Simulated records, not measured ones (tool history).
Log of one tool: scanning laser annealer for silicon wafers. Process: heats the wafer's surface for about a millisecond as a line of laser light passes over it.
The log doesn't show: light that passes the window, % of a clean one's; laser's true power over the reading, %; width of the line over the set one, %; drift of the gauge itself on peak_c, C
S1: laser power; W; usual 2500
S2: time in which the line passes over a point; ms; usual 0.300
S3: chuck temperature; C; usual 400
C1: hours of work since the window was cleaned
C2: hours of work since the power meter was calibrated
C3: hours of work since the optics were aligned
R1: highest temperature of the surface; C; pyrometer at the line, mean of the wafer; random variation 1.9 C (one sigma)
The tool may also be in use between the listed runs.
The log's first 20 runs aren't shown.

run     day    S1     S2   S3   C1    C2   C3    R1
 21  11.821  2349  0.214  413   25   842  695   955
     12.396  -- window over the wafer cleaned, once more
 22  12.442  2531  0.292  413    1   853  705  1134
 23  13.208  2215  0.241  394   15   867  720   951
 24  13.817  2742  0.350  363   27   879  732  1236
 25  14.175  2310  0.226  400   34   886  738   961
 26  14.517  2578  0.226  404   40   892  745  1036
 27  15.138  2500  0.300  398   52   904  757  1116
 28  15.483  2369  0.314  398   59   910  763  1096
 29  16.296  2369  0.314  398   74   926  779  1097
 30  17.012  2217  0.314  398   88   940  792  1046
 31  17.804  2217  0.314  398  103   955  807  1045
 32  18.250  2217  0.314  398  111   963  816  1045
 33  19.038  2523  0.244  398  126   978  831  1042
 34  19.404  2523  0.244  398  133   985  838  1045
 35  19.917  2667  0.228  407  143   995  848  1063
 36  20.371  2667  0.228  407  152  1003  856  1062

4 ways to go on from here, each from the tool as it stands after run 36. What would each give?
  A  20.971  2667  0.268  407  163  1015  868   ?
  B  20.971  2151  0.279  409  163  1015  868   ?
  C  20.971  2539  0.365  430  163  1015  868   ?
  D  20.971  2667  0.227  388  163  1015  868   ?

run    R1
  A  1122
  B   990
  C  1252
  D  1046
Without the tool's hidden state the same runs would have given:
run    R1
  A  1141
  B  1005
  C  1273
  D  1063
